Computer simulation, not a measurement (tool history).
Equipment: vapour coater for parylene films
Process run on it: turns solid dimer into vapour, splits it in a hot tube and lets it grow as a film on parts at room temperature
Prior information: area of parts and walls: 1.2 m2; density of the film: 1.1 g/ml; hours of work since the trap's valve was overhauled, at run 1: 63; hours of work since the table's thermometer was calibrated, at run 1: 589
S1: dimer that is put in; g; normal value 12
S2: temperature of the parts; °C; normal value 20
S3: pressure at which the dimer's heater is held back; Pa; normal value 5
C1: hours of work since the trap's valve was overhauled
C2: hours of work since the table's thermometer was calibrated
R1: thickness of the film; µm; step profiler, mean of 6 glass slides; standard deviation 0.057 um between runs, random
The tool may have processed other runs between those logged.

run	day	S1	S2	S3	C1	C2	R1
1	0	12	20	5	63	589	6.53
2	0.754	12	20	5	74	600	6.64
3	1.317	12	20	5	83	608	6.52
4	1.8	12	19	5	90	615	6.83
5	2.858	12	19	5	105	631	6.78
6	3.496	12	19	5	114	640	6.7
7	4.338	12	19	9.55	126	652	5.87
8	4.979	12	19	9.55	136	662	5.85
9	5.654	12	20	5	145	671	6.36
10	6.308	12	20	5	155	681	6.55
11	7.154	12	20	5	167	693	6.45
12	7.796	12	20	5	177	702	6.38
13	8.558	12	20	5	188	714	6.37
14	9.488	12	20	5	201	727	6.48
15	10.438	12	20	5	215	741	6.49
16	11.417	12	20	5	229	755	6.25
17	12.354	12	20	5	243	769	6.4
18	12.938	12	13	5	251	777	8.22
19	14.083	12	13	5	268	794	8.5
20	14.658	7	14	5	276	802	4.69
21	15.471	7	14	5	288	814	4.73
22	16.438	7	28	6.21	302	828	2.52
23	16.954	7	26	6.21	309	835	2.74
24	17.467	7	26	6.21	317	843	2.74
25	18.442	9	14	4.4	331	857	6.21
26	19.246	12	17	4.1	343	869	7.24
27	20.017	22	17	8.27	354	880	11.51
28	20.842	19	20	7.19	366	892	9.24
29	21.642	19	17	7.79	377	903	10.12
30	22.704	19	17	8.97	393	919	9.78
31	23.225	14	20	5	400	926	7.18
32	23.796	12	14	2.56	409	935	8.27
33	24.854	19	13	8.48	424	950	11.6
34	25.538	13	24	2.8	434	960	6.31
35	26.667	13	16	6.03	450	976	7.57
36	27.242	13	16	6.03	459	985	7.51
37	28.104	13	14	5	471	997	8.49
38	29.15	10	29	3.55	486	1012	3.73

Hidden state or all else? Some run-to-run changes of R1, split into what the settings, what came in and random variation would give without the hidden state, and what is left for the hidden state (with any gauge scatter that isn't in both results):
The hidden state here: vapour lost through the trap's worn valve, %; true temperature of the parts over the reading, C; drift of the gauge itself on film_um, %.
Run 26 -> 27: S1 12 -> 22, S3 4.1 -> 8.27. R1 +4.27 µm: hidden state -0.37, all else +4.64.
Run 32 -> 33: S1 12 -> 19, S2 14 -> 13, S3 2.56 -> 8.48. R1 +3.33 µm: hidden state -0.46, all else +3.79.
Run 33 -> 34: S1 19 -> 13, S2 13 -> 24, S3 8.48 -> 2.8. R1 -5.29 µm: hidden state +0.51, all else -5.8.
Run 37 -> 38: S1 13 -> 10, S2 14 -> 29, S3 5 -> 3.55. R1 -4.76 µm: hidden state +0.5, all else -5.26.
